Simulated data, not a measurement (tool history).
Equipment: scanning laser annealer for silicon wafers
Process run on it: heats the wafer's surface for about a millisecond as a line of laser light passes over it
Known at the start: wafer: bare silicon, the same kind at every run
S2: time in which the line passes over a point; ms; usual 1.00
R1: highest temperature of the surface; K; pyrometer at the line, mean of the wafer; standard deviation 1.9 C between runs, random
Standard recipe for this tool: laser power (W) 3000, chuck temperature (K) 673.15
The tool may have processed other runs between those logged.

{"run": 1, "hour": 0.0, "laser power (W)": 3000, "S2": 1.0, "chuck temperature (K)": 673.15, "R1": 1450.15}
{"run": 2, "hour": 5.1, "laser power (W)": 3000, "S2": 1.0, "chuck temperature (K)": 675.15, "R1": 1452.15}
{"run": 3, "hour": 12.4, "laser power (W)": 3000, "S2": 1.0, "chuck temperature (K)": 675.15, "R1": 1450.15}
{"run": 4, "hour": 17.0, "laser power (W)": 3000, "S2": 1.0, "chuck temperature (K)": 673.15, "R1": 1451.15}
{"run": 5, "hour": 22.6, "laser power (W)": 3000, "S2": 1.0, "chuck temperature (K)": 673.15, "R1": 1448.15}
{"run": 6, "hour": 28.1, "laser power (W)": 3000, "S2": 1.0, "chuck temperature (K)": 673.15, "R1": 1448.15}
{"run": 7, "hour": 37.5, "laser power (W)": 3000, "S2": 1.0, "chuck temperature (K)": 673.15, "R1": 1447.15}
{"run": 8, "hour": 42.0, "laser power (W)": 2745, "S2": 1.0, "chuck temperature (K)": 673.15, "R1": 1375.15}
{"run": 9, "hour": 50.3, "laser power (W)": 2745, "S2": 1.0, "chuck temperature (K)": 673.15, "R1": 1376.15}
{"run": 10, "hour": 55.2, "laser power (W)": 2745, "S2": 1.0, "chuck temperature (K)": 673.15, "R1": 1379.15}
{"run": 11, "hour": 64.8, "laser power (W)": 2745, "S2": 1.0, "chuck temperature (K)": 673.15, "R1": 1377.15}
{"run": 12, "hour": 70.7, "laser power (W)": 2745, "S2": 1.0, "chuck temperature (K)": 673.15, "R1": 1375.15}
{"run": 13, "hour": 78.6, "laser power (W)": 2745, "S2": 1.0, "chuck temperature (K)": 673.15, "R1": 1373.15}
{"hour": 81.5, "done": "window over the wafer cleaned"}
{"run": 14, "hour": 88.8, "laser power (W)": 2745, "S2": 1.0, "chuck temperature (K)": 673.15, "R1": 1370.15}
{"run": 15, "hour": 98.2, "laser power (W)": 3135, "S2": 1.12, "chuck temperature (K)": 673.15, "R1": 1542.15}
{"run": 16, "hour": 106.1, "laser power (W)": 3037, "S2": 1.12, "chuck temperature (K)": 673.15, "R1": 1510.15}
{"run": 17, "hour": 111.3, "laser power (W)": 3249, "S2": 0.84, "chuck temperature (K)": 673.15, "R1": 1436.15}
{"run": 18, "hour": 118.9, "laser power (W)": 3242, "S2": 1.23, "chuck temperature (K)": 671.15, "R1": 1621.15}
{"run": 19, "hour": 124.7, "laser power (W)": 3000, "S2": 0.91, "chuck temperature (K)": 673.15, "R1": 1405.15}
{"run": 20, "hour": 131.6, "laser power (W)": 3000, "S2": 0.91, "chuck temperature (K)": 673.15, "R1": 1403.15}
{"hour": 135.9, "done": "window over the wafer cleaned, once more"}
{"run": 21, "hour": 137.9, "laser power (W)": 3217, "S2": 0.86, "chuck temperature (K)": 659.15, "R1": 1436.15}
{"run": 22, "hour": 147.6, "laser power (W)": 3171, "S2": 0.86, "chuck temperature (K)": 709.15, "R1": 1472.15}
{"run": 23, "hour": 154.0, "laser power (W)": 3000, "S2": 1.18, "chuck temperature (K)": 688.15, "R1": 1556.15}
{"run": 24, "hour": 160.0, "laser power (W)": 2906, "S2": 1.24, "chuck temperature (K)": 652.15, "R1": 1514.15}
{"run": 25, "hour": 167.4, "laser power (W)": 2906, "S2": 1.24, "chuck temperature (K)": 652.15, "R1": 1513.15}
{"run": 26, "hour": 174.4, "laser power (W)": 2906, "S2": 1.24, "chuck temperature (K)": 652.15, "R1": 1517.15}
{"run": 27, "hour": 182.3, "laser power (W)": 2705, "S2": 1.0, "chuck temperature (K)": 640.15, "R1": 1340.15}
{"run": 28, "hour": 189.5, "laser power (W)": 3000, "S2": 1.0, "chuck temperature (K)": 692.15, "R1": 1477.15}

4 options for the next run, each taken on its own from the tool as it stands now. Forecast them:
{"run": "A", "hour": 196.8, "laser power (W)": 3000, "S2": 1.09, "chuck temperature (K)": 668.15, "R1": "?"}
{"run": "B", "hour": 196.8, "laser power (W)": 3000, "S2": 1.0, "chuck temperature (K)": 690.15, "R1": "?"}
{"run": "C", "hour": 196.8, "laser power (W)": 3281, "S2": 1.23, "chuck temperature (K)": 663.15, "R1": "?"}
{"run": "D", "hour": 196.8, "laser power (W)": 2932, "S2": 1.13, "chuck temperature (K)": 651.15, "R1": "?"}

run=A R1=1491.15
run=B R1=1474.15
run=C R1=1643.15
run=D R1=1470.15
With no hidden state in the tool, these same runs would have given:
run=A R1=1501.15
run=B R1=1484.15
run=C R1=1656.15
run=D R1=1480.15

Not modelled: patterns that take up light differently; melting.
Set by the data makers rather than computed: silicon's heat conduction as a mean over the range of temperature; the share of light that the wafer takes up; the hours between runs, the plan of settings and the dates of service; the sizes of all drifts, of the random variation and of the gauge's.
